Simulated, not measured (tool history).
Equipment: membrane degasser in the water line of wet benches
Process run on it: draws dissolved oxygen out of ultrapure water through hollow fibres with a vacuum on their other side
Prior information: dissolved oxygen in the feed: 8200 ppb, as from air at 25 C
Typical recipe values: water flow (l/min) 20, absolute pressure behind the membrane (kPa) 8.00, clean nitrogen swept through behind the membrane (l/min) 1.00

run    hour  water flow (l/min)  absolute pressure behind the membrane (kPa)  clean nitrogen swept through behind the membrane (l/min)  dissolved oxygen in the water behind the degasser (ppb)  pressure that the water loses in the fibres (kPa)
  1     0.0                  20                                         8.00                                                      1.00                                                    245.7                                              29.60
  2   219.9                  20                                         8.00                                                      1.00                                                    245.3                                              29.59
  3   411.1                  20                                         8.00                                                      1.00                                                    242.4                                              29.75
  4   615.0                  20                                         8.00                                                      0.82                                                    289.4                                              29.85
  5   826.9                  20                                        15.57                                                      1.00                                                    559.0                                              30.00
  6   966.0                  20                                        15.57                                                      1.00                                                    554.8                                              30.05
  7  1207.1                  20                                        15.57                                                      1.00                                                    557.1                                              30.37
  8  1383.9                  20                                        15.57                                                      1.00                                                    551.3                                              30.00
  9  1590.3                  20                                         8.00                                                      1.00                                                    254.4                                              30.15
 10  1767.6                  20                                         8.00                                                      1.00                                                    244.3                                              30.00
     1807.4  -- vacuum gauge calibrated
 11  1909.0                  20                                         8.00                                                      1.00                                                    226.2                                              29.91
 12  2021.5                  20                                         8.00                                                      1.00                                                    222.6                                              30.26
 13  2201.4                  20                                         8.00                                                      1.00                                                    223.7                                              30.17
 14  2381.5                  20                                        19.55                                                      2.55                                                    315.1                                              29.88
 15  2564.5                  30                                         8.03                                                      2.62                                                    162.9                                              45.12
 16  2781.4                  30                                         7.21                                                      1.00                                                    281.0                                              44.87
 17  3026.5                  20                                        14.83                                                      0.48                                                    909.1                                              30.18
 18  3163.9                  14                                         5.17                                                      0.81                                                     89.1                                              21.39
 19  3324.2                  16                                         8.27                                                      2.26                                                     98.6                                              24.20
 20  3535.8                  20                                         5.32                                                      1.00                                                    114.6                                              29.84
 21  3641.3                  20                                         5.32                                                      1.00                                                    116.8                                              30.56
 22  3750.5                  12                                         9.63                                                      2.91                                                     73.0                                              18.03
 23  3947.0                  12                                         9.63                                                      2.91                                                     72.4                                              18.50

Below are 3 alternative next runs, each starting from the tool's condition after run 23. Predict each:
  A  4086.7                  28                                        11.30                                                      0.47                                                        ?                                                  ?
  B  4086.7                  12                                         9.27                                                      2.13                                                        ?                                                  ?
  C  4086.7                  17                                         8.00                                                      1.00                                                        ?                                                  ?

run  dissolved oxygen in the water behind the degasser (ppb)  pressure that the water loses in the fibres (kPa)
  A                                                    844.0                                              42.35
  B                                                     91.9                                              18.08
  C                                                    201.1                                              25.92
The same runs, with their run-to-run variation unchanged, on a tool lacking any hidden condition would have given:
run  dissolved oxygen in the water behind the degasser (ppb)  pressure that the water loses in the fibres (kPa)
  A                                                    830.4                                              40.65
  B                                                     87.2                                              17.35
  C                                                    192.4                                              24.89
